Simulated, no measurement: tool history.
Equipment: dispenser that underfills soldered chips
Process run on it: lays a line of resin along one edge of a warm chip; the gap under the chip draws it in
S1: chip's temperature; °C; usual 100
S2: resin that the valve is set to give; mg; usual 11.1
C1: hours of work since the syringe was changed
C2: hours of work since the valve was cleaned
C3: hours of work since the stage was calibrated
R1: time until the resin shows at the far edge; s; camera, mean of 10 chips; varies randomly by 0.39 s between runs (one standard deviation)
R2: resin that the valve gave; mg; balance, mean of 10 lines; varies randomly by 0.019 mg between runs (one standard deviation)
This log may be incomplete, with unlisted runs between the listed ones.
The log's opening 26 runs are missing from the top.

run,day,S1,S2,C1,C2,C3,R1,R2
27,4.979,101,9.9,7,18,262,41.1,9.82
# day 5.238: new syringe of resin
28,5.246,101,9.9,0,23,267,25.1,9.81
29,5.425,109,13.9,4,26,270,22.3,13.77
30,5.604,109,12.5,7,29,273,27.3,12.38
31,5.825,87,12.1,11,34,278,90.2,11.94
# day 5.875: new syringe of resin
32,6.05,87,12.1,3,38,282,55.8,11.88
33,6.246,87,10.7,7,41,285,72,10.56
34,6.362,87,10.7,9,44,288,83.6,10.52
# day 6.521: new syringe of resin
35,6.642,111,11.7,2,49,293,19.7,11.47
36,6.792,100,13.1,5,52,295,36.2,12.83

Forecast each of these 4 alternatives for the next run:
A,6.929,96,12,8,54,298,?,?
B,6.929,97,13.1,8,54,298,?,?
C,6.929,89,10.7,8,54,298,?,?
D,6.929,112,11.1,8,54,298,?,?

run,R1,R2
A,52.7,11.73
B,50.2,12.75
C,72,10.45
D,27.8,10.83
Had the tool no hidden state, the same runs would have come out as:
run,R1,R2
A,28.6,12.01
B,27.2,13.06
C,38.8,10.7
D,15.1,11.09
